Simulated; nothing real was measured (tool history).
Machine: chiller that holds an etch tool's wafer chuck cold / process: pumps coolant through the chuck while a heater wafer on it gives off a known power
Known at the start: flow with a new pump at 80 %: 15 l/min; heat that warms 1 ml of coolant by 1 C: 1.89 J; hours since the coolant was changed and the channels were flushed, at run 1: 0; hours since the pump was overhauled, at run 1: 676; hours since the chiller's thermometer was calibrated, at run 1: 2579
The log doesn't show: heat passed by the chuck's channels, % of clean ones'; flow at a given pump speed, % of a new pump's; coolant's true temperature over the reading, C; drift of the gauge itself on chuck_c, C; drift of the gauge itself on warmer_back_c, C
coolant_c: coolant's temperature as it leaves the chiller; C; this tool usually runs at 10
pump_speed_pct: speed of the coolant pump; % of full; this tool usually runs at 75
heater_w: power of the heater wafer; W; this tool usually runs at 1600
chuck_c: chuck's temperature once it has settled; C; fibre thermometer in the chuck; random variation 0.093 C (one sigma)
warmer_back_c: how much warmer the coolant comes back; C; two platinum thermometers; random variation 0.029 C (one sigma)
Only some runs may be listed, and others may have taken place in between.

run     day  coolant_c  pump_speed_pct  heater_w  hours since the coolant was changed and the channels were flushed  hours since the pump was overhauled  hours since the chiller's thermometer was calibrated  chuck_c  warmer_back_c
  1   0.000         10              75      1600                                                                  0                                  676                                                  2579    21.36           3.60
  2   3.496         10              75      1600                                                                 84                                  760                                                  2663    21.30           3.62
  3   9.329         10              75      1600                                                                224                                  900                                                  2803    21.34           3.66
  4  12.229         10              75      1600                                                                294                                  970                                                  2872    21.31           3.63
  5  15.812         10              75      1516                                                                379                                 1056                                                  2958    20.66           3.47
  6  20.250          6              97      1516                                                                486                                 1162                                                  3065    14.84           2.67
  7  27.158          6              97      1516                                                                652                                 1328                                                  3231    14.65           2.68
  8  33.262          6              97      1516                                                                798                                 1475                                                  3377    14.78           2.60
  9  36.654          6              97      1516                                                                880                                 1556                                                  3458    14.73           2.65
 10  39.862          6              97      1516                                                                957                                 1633                                                  3536    14.82           2.65

4 ways to go on from here, each from the tool as it stands after run 10. What would each give?
  A  44.596          6              63      1516                                                               1070                                 1747                                                  3649        ?              ?
  B  44.596         15              95      1600                                                               1070                                 1747                                                  3649        ?              ?
  C  44.596         12              97      1516                                                               1070                                 1747                                                  3649        ?              ?
  D  44.596         20              72      1630                                                               1070                                 1747                                                  3649        ?              ?

run  chuck_c  warmer_back_c
  A    18.15           4.10
  B    24.32           2.83
  C    20.54           2.65
  D    31.90           3.86
Stripped of hidden state, with their random variation kept, the same runs would have yielded:
run  chuck_c  warmer_back_c
  A    18.30           4.10
  B    24.47           2.82
  C    20.70           2.65
  D    32.05           3.85

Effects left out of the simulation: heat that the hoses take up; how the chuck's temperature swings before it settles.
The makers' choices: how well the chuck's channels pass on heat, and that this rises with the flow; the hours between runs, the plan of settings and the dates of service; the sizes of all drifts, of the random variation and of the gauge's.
